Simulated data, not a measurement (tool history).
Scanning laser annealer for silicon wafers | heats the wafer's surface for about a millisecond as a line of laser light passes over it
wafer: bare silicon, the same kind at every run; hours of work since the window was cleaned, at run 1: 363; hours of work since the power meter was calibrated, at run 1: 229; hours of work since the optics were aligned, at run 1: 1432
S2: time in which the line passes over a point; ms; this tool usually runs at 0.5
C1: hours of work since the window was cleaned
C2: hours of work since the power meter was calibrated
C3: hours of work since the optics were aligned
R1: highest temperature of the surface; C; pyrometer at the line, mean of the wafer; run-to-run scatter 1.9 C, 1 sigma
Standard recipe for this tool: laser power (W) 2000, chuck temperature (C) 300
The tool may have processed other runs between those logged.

Run 1, day 0: usual settings; C1 363; C2 229; C3 1432. Result: R1 1062 C.
Run 2, day 0.604: usual settings but laser power (W) 1788; C1 371; C2 238; C3 1440. Result: R1 967 C.
Run 3, day 1.212: usual settings but chuck temperature (C) 306; C1 380; C2 246; C3 1449. Result: R1 1067 C.
At day 1.667: optics aligned, line set to its width.
Run 4, day 1.917: usual settings but chuck temperature (C) 306; C1 387; C2 253; C3 4. Result: R1 1077 C.
Run 5, day 2.225: usual settings but S2 0.494 ms; C1 391; C2 258; C3 8. Result: R1 1063 C.
Run 6, day 2.508: usual settings but S2 0.494 ms; C1 395; C2 262; C3 12. Result: R1 1063 C.
Run 7, day 3.05: usual settings but S2 0.494 ms; C1 403; C2 269; C3 20. Result: R1 1058 C.
Run 8, day 3.542: usual settings but S2 0.494 ms; C1 410; C2 276; C3 27. Result: R1 1061 C.
Run 9, day 4.162: usual settings but S2 0.494 ms; C1 419; C2 285; C3 35. Result: R1 1062 C.
Run 10, day 4.658: usual settings but S2 0.494 ms; C1 426; C2 292; C3 42. Result: R1 1061 C.
Run 11, day 5.05: usual settings but S2 0.534 ms; C1 431; C2 298; C3 48. Result: R1 1093 C.
Run 12, day 5.475: usual settings but S2 0.534 ms; C1 438; C2 304; C3 54. Result: R1 1095 C.
Run 13, day 6.121: usual settings but laser power (W) 2091, chuck temperature (C) 282; C1 447; C2 313; C3 63. Result: R1 1091 C.
Run 14, day 6.567: usual settings but laser power (W) 1789, S2 0.351 ms, chuck temperature (C) 299; C1 453; C2 319; C3 69. Result: R1 853 C.
Run 15, day 6.862: usual settings but laser power (W) 1706, S2 0.465 ms, chuck temperature (C) 317; C1 457; C2 323; C3 74. Result: R1 931 C.
Run 16, day 7.162: usual settings but laser power (W) 1706, S2 0.367 ms, chuck temperature (C) 280; C1 461; C2 328; C3 78. Result: R1 817 C.
Run 17, day 7.65: usual settings but laser power (W) 1706, S2 0.367 ms, chuck temperature (C) 280; C1 468; C2 335; C3 85. Result: R1 816 C.
Run 18, day 8.192: usual settings but laser power (W) 1706; C1 476; C2 342; C3 92. Result: R1 938 C.
Run 19, day 8.808: usual settings but laser power (W) 1706; C1 485; C2 351; C3 101. Result: R1 937 C.
Run 20, day 9.167: usual settings but laser power (W) 2121, S2 0.461 ms, chuck temperature (C) 271; C1 490; C2 356; C3 106. Result: R1 1046 C.
At day 9.333: window over the wafer cleaned.
Run 21, day 9.871: usual settings but chuck temperature (C) 277; C1 8; C2 365; C3 115. Result: R1 1075 C.

Predict each of these 3 candidate next runs independently; none follows another, all start after run 21:
Run A, day 10.388: usual settings but S2 0.524 ms, chuck temperature (C) 327; C1 15; C2 372; C3 122. Result: R1 ?.
Run B, day 10.388: usual settings but laser power (W) 2031, S2 0.606 ms; C1 15; C2 372; C3 122. Result: R1 ?.
Run C, day 10.388: usual settings but laser power (W) 1993, S2 0.399 ms, chuck temperature (C) 302; C1 15; C2 372; C3 122. Result: R1 ?.

run    R1
  A  1146
  B  1205
  C   999
Without the tool's hidden state the same runs would have given:
run    R1
  A  1145
  B  1205
  C   999

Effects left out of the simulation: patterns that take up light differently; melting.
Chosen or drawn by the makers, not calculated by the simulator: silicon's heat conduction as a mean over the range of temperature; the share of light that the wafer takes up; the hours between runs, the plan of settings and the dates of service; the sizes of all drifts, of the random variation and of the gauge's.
